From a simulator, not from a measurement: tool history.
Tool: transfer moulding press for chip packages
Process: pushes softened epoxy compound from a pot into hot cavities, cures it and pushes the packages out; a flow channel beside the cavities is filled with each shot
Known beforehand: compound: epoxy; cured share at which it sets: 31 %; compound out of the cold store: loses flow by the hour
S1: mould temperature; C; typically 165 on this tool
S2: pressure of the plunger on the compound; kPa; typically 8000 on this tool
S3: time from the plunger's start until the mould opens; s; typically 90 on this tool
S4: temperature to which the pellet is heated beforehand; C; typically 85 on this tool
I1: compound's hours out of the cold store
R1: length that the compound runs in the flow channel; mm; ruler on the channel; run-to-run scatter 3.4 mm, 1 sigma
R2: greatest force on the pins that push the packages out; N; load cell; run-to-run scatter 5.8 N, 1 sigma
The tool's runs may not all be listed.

{"run": 1, "hour": 0.0, "S1": 165, "S2": 8000, "S3": 90, "S4": 85, "I1": 40.2, "R1": 696, "R2": 211}
{"run": 2, "hour": 26.9, "S1": 165, "S2": 8000, "S3": 90, "S4": 85, "I1": 15.5, "R1": 805, "R2": 215}
{"run": 3, "hour": 42.0, "S1": 165, "S2": 8000, "S3": 110, "S4": 85, "I1": 15.0, "R1": 811, "R2": 188}
{"run": 4, "hour": 69.2, "S1": 172, "S2": 8000, "S3": 90, "S4": 85, "I1": 44.5, "R1": 672, "R2": 186}
{"run": 5, "hour": 85.2, "S1": 172, "S2": 8000, "S3": 90, "S4": 85, "I1": 20.8, "R1": 764, "R2": 188}
{"hour": 88.5, "done": "cavities cleaned with cleaning compound and waxed"}
{"run": 6, "hour": 114.5, "S1": 172, "S2": 8000, "S3": 90, "S4": 85, "I1": 11.1, "R1": 809, "R2": 193}
{"run": 7, "hour": 136.1, "S1": 172, "S2": 8690, "S3": 90, "S4": 85, "I1": 32.7, "R1": 751, "R2": 194}
{"run": 8, "hour": 163.9, "S1": 172, "S2": 8690, "S3": 90, "S4": 85, "I1": 42.7, "R1": 703, "R2": 187}
{"hour": 176.3, "done": "cavities cleaned with cleaning compound and waxed"}
{"run": 9, "hour": 198.4, "S1": 172, "S2": 8690, "S3": 90, "S4": 85, "I1": 45.6, "R1": 691, "R2": 189}
{"hour": 203.7, "done": "plunger's sealing rings changed"}
{"run": 10, "hour": 221.9, "S1": 172, "S2": 8690, "S3": 75, "S4": 85, "I1": 22.6, "R1": 798, "R2": 196}
{"hour": 229.5, "done": "mould's thermocouples calibrated"}
{"run": 11, "hour": 251.5, "S1": 172, "S2": 8690, "S3": 75, "S4": 85, "I1": 21.3, "R1": 799, "R2": 208}
{"hour": 270.1, "done": "cavities cleaned with cleaning compound and waxed"}
{"run": 12, "hour": 281.8, "S1": 172, "S2": 8690, "S3": 75, "S4": 85, "I1": 44.1, "R1": 700, "R2": 209}
{"run": 13, "hour": 312.6, "S1": 172, "S2": 8690, "S3": 75, "S4": 85, "I1": 44.6, "R1": 692, "R2": 207}
{"run": 14, "hour": 328.8, "S1": 165, "S2": 8000, "S3": 88, "S4": 85, "I1": 24.5, "R1": 771, "R2": 220}
{"run": 15, "hour": 345.6, "S1": 172, "S2": 8000, "S3": 88, "S4": 85, "I1": 15.9, "R1": 786, "R2": 181}
{"hour": 357.8, "done": "cavities cleaned with cleaning compound and waxed"}
{"run": 16, "hour": 365.5, "S1": 163, "S2": 9210, "S3": 128, "S4": 76, "I1": 19.1, "R1": 852, "R2": 182}
{"run": 17, "hour": 390.7, "S1": 165, "S2": 9210, "S3": 128, "S4": 76, "I1": 36.3, "R1": 775, "R2": 191}
{"run": 18, "hour": 410.1, "S1": 165, "S2": 8000, "S3": 77, "S4": 85, "I1": 22.7, "R1": 768, "R2": 278}
{"run": 19, "hour": 436.3, "S1": 165, "S2": 6870, "S3": 90, "S4": 88, "I1": 14.2, "R1": 758, "R2": 225}
{"hour": 446.2, "done": "cavities cleaned with cleaning compound and waxed"}
{"run": 20, "hour": 469.0, "S1": 165, "S2": 6870, "S3": 90, "S4": 88, "I1": 46.4, "R1": 623, "R2": 210}
{"run": 21, "hour": 492.8, "S1": 161, "S2": 8000, "S3": 90, "S4": 78, "I1": 46.6, "R1": 689, "R2": 260}

Run 22 comes next. What will it give?
{"run": 22, "hour": 507.8, "S1": 161, "S2": 9530, "S3": 90, "S4": 85, "I1": 23.2, "R1": "?", "R2": "?"}

Run 22 gave R1 850 mm, R2 270 N.
If the tool had no hidden condition, the same run with the same run-to-run variation would have returned R1 851 mm, R2 267 N.
